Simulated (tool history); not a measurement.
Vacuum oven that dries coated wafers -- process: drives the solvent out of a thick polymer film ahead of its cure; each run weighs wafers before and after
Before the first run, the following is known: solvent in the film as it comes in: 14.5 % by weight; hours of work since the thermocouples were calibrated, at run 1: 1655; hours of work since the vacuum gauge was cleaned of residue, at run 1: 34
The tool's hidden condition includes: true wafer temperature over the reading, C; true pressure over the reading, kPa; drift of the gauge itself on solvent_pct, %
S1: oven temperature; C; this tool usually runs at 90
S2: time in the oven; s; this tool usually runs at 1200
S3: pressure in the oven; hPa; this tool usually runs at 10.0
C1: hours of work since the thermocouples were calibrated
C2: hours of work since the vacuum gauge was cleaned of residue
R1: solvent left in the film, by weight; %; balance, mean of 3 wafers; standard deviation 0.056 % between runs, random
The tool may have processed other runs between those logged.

| run | hour | S1 | S2 | S3 | C1 | C2 | R1 |
|---|---|---|---|---|---|---|---|
| 1 | 0.0 | 90 | 1200 | 10.0 | 1655 | 34 | 3.28 |
| 2 | 83.3 | 90 | 1380 | 10.0 | 1691 | 70 | 2.82 |
| 3 | 134.8 | 90 | 1200 | 10.0 | 1713 | 92 | 3.33 |
| 4 | 214.4 | 98 | 1200 | 10.0 | 1747 | 127 | 1.54 |
|  | 269.8 | oven's thermocouples calibrated |
| 5 | 329.7 | 98 | 1200 | 10.0 | 26 | 175 | 1.09 |
| 6 | 437.6 | 98 | 1200 | 10.0 | 72 | 222 | 1.01 |
| 7 | 484.9 | 98 | 1200 | 10.0 | 93 | 242 | 0.99 |
| 8 | 538.0 | 98 | 1200 | 34.1 | 116 | 265 | 1.65 |
| 9 | 597.5 | 80 | 1200 | 10.0 | 141 | 291 | 5.39 |
| 10 | 646.0 | 90 | 1200 | 10.0 | 162 | 312 | 2.64 |
| 11 | 751.8 | 90 | 1200 | 17.8 | 208 | 357 | 2.94 |
| 12 | 839.9 | 90 | 1200 | 10.0 | 246 | 395 | 2.71 |
| 13 | 927.0 | 84 | 1200 | 10.8 | 283 | 433 | 4.34 |
| 14 | 978.5 | 84 | 900 | 10.8 | 305 | 455 | 5.51 |
| 15 | 1087.1 | 97 | 1560 | 12.1 | 352 | 502 | 0.95 |
| 16 | 1143.1 | 97 | 1560 | 12.1 | 376 | 526 | 0.81 |
| 17 | 1246.4 | 97 | 1800 | 24.3 | 421 | 570 | 1.12 |
| 18 | 1337.0 | 86 | 1140 | 6.2 | 460 | 609 | 3.83 |
| 19 | 1439.4 | 86 | 1140 | 6.2 | 504 | 653 | 3.81 |
| 20 | 1530.6 | 86 | 1140 | 6.2 | 543 | 693 | 4.00 |
| 21 | 1577.4 | 86 | 1140 | 6.2 | 563 | 713 | 4.03 |
| 22 | 1684.7 | 86 | 1140 | 6.2 | 610 | 759 | 3.95 |
| 23 | 1776.2 | 99 | 1140 | 26.0 | 649 | 799 | 1.68 |

3 options for the next run, each taken on its own from the tool as it stands now. Forecast them:
| A | 1859.5 | 90 | 1200 | 18.8 | 685 | 834 | ? |
| B | 1859.5 | 92 | 1140 | 26.0 | 685 | 834 | ? |
| C | 1859.5 | 98 | 780 | 34.9 | 685 | 834 | ? |

| run | R1 |
|---|---|
| A | 3.18 |
| B | 3.06 |
| C | 3.12 |
With no hidden state in the tool, these same runs would have given:
| run | R1 |
|---|---|
| A | 2.79 |
| B | 2.69 |
| C | 2.77 |

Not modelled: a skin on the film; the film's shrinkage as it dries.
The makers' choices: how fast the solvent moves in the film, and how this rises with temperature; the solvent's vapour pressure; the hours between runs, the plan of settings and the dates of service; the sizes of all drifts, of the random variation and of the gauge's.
